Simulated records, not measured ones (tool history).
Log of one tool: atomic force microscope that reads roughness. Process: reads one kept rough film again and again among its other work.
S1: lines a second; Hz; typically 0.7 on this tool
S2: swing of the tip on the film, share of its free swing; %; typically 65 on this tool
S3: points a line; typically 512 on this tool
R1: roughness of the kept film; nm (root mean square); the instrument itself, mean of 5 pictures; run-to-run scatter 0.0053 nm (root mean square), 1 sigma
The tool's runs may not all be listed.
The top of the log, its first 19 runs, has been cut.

| run | hour | S1 | S2 | S3 | R1 |
|---|---|---|---|---|---|
| 20 | 458.2 | 0.7 | 65 | 512 | 0.806 |
| 21 | 487.1 | 0.7 | 65 | 512 | 0.778 |
|  | 497.8 | height scale calibrated on a step standard, once more |
| 22 | 504.3 | 0.7 | 65 | 512 | 0.774 |
|  | 528.3 | new tip fitted |
| 23 | 532 | 0.7 | 56 | 512 | 0.863 |
| 24 | 564.7 | 2.802 | 70 | 512 | 0.716 |
| 25 | 596.4 | 2.802 | 70 | 512 | 0.68 |
| 26 | 623.2 | 2.802 | 77 | 512 | 0.626 |
|  | 642.2 | new tip fitted |
| 27 | 642.5 | 1.715 | 65 | 730 | 0.829 |
| 28 | 663 | 1.715 | 65 | 730 | 0.791 |
| 29 | 682.1 | 1.715 | 65 | 730 | 0.784 |
| 30 | 699.9 | 1.715 | 65 | 730 | 0.76 |
| 31 | 723.4 | 1.275 | 65 | 503 | 0.755 |
| 32 | 738.1 | 0.639 | 66 | 268 | 0.752 |
|  | 755.8 | new tip fitted |
| 33 | 772.9 | 2.09 | 83 | 533 | 0.686 |
| 34 | 801.7 | 2.09 | 83 | 292 | 0.646 |
| 35 | 821.7 | 2.09 | 83 | 292 | 0.638 |
| 36 | 851.9 | 0.7 | 87 | 383 | 0.713 |
|  | 868.8 | new tip fitted |
| 37 | 872 | 0.7 | 87 | 383 | 0.796 |
| 38 | 895.4 | 2.511 | 87 | 358 | 0.606 |
| 39 | 918.3 | 2.511 | 72 | 853 | 0.697 |
| 40 | 950.2 | 2.515 | 72 | 397 | 0.673 |
| 41 | 969 | 2.515 | 72 | 397 | 0.655 |

4 options for the next run, each taken on its own from the tool as it stands now. Forecast them:
|  | 983.2 | new tip fitted |
| A | 994.4 | 1.129 | 68 | 892 | ? |
|  | 983.2 | new tip fitted |
| B | 994.4 | 0.933 | 61 | 512 | ? |
|  | 983.2 | new tip fitted |
| C | 994.4 | 0.907 | 73 | 261 | ? |
|  | 983.2 | new tip fitted |
| D | 994.4 | 2.291 | 56 | 305 | ? |

| run | R1 |
|---|---|
| A | 0.829 |
| B | 0.837 |
| C | 0.814 |
| D | 0.809 |
With the hidden condition removed and each run's random variation left untouched, the same runs would have given:
| run | R1 |
|---|---|
| A | 0.85 |
| B | 0.858 |
| C | 0.834 |
| D | 0.83 |
